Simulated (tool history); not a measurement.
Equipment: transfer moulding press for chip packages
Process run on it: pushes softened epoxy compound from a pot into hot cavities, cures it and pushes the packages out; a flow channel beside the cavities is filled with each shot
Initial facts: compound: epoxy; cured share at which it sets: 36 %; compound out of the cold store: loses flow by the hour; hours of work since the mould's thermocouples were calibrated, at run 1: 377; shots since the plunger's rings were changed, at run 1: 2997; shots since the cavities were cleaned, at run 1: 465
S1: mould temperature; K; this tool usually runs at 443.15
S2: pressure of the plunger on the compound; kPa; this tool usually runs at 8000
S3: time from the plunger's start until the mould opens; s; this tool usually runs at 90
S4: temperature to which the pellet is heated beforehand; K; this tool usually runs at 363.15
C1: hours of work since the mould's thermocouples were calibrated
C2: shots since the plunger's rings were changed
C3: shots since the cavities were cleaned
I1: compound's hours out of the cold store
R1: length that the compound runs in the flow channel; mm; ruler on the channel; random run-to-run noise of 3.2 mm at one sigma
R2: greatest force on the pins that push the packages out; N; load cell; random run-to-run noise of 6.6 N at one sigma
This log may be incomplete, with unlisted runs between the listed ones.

run    hour      S1    S2   S3      S4   C1    C2   C3    I1   R1    R2
  1       0  443.15  8000   90  363.15  377  2997  465  20.8  749   363
       27.2  -- cavities cleaned with cleaning compound and waxed
  2    65.4  443.15  6460   90  363.15  403  3480  289  16.2  684   335
      112.8  -- cavities cleaned with cleaning compound and waxed
  3   136.3  443.15  6460   90  363.15  431  4005  178  12.9  688   309
  4   172.4  443.15  6460   90  363.15  446  4277  450  15.9  674   369
      203.3  -- cavities cleaned with cleaning compound and waxed
  5   231.6  443.15  8000   90  363.15  469  4714  215  22.2  726   313
      241.8  -- mould's thermocouples calibrated
  6   264.2  443.15  8000   90  363.15    9  4945  446  40.6  668   354
      290.9  -- cavities cleaned with cleaning compound and waxed
      315.9  -- plunger's sealing rings changed
  7   329.9  443.15  8000   90  363.15   34   106  276  44.4  695   338
      380.1  -- cavities cleaned with cleaning compound and waxed
  8   396.7  443.15  6310   90  363.15   61   599  125  16.8  702   303
  9   438.4  443.15  6310   90  363.15   78   914  440  35.3  641   361
      469.2  -- cavities cleaned with cleaning compound and waxed
 10   478.1  443.15  6310   90  363.15   94  1203   67  45.1  609   275
 11   516.5  443.15  6310   90  363.15  110  1493  357  40.5  617   321
 12   545.6  443.15  6310   90  353.15  121  1714  578  44.6  609   377
      554.5  -- cavities cleaned with cleaning compound and waxed
 13   609.4  443.15  6310   90  353.15  147  2184  415  11.9  701   396
      639.8  -- cavities cleaned with cleaning compound and waxed
 14   641.5  442.15  6310   90  353.15  159  2415   13  30.5  650   276
 15   694.7  442.15  9650   83  369.15  181  2818  416    35  773   439
      730.2  -- cavities cleaned with cleaning compound and waxed
 16   748.7  437.15  7930   77  367.15  203  3214  140  39.8  708   635
 17   778.7  437.15  8570   79  367.15  215  3441  367  16.3  815   756
        816  -- cavities cleaned with cleaning compound and waxed
 18   821.3  451.15  8600  111  364.15  232  3752   40  41.3  669   196
 19   886.5  445.15  8070  110  368.15  259  4245  533  10.2  770   286
      901.9  -- cavities cleaned with cleaning compound and waxed
 20   947.9  443.15  8000  123  361.15  283  4697  348  42.7  670   245
 21   979.7  437.15  7270   72  355.15  296  4937  588  44.8  650   921
        991  -- cavities cleaned with cleaning compound and waxed
       1030  -- plunger's sealing rings changed
 22  1038.8  437.15  7270   72  355.15  319    66  342  11.9  797   914
 23  1074.4  437.15  9980   72  355.15  333   335  611  13.9  923  1028
       1080  -- cavities cleaned with cleaning compound and waxed
 24  1139.6  437.15  9980   72  367.15  359   816  450  37.1  822   808
     1169.3  -- cavities cleaned with cleaning compound and waxed
 25  1198.2  441.15  6110   98  367.15  383  1248  219  30.4  643   302
 26  1237.1  441.15  6110   98  359.15  399  1541  512  29.6  648   366

Alternative continuations, all from the tool just after run 26; predict every row:
     1254.7  -- cavities cleaned with cleaning compound and waxed
  A  1296.6  443.15  8000   79  363.15  422  1980  316  45.1   ?   ?
     1254.7  -- cavities cleaned with cleaning compound and waxed
  B  1296.6  441.15  7710  102  359.15  422  1980  316  23.3   ?   ?
     1254.7  -- cavities cleaned with cleaning compound and waxed
  C  1296.6  441.15  6940   98  359.15  422  1980  316  39.3   ?   ?

run   R1   R2
  A  677  417
  B  746  307
  C  661  309
Without the tool's unlogged condition, the same runs would have read:
run   R1   R2
  A  694  324
  B  765  235
  C  678  237
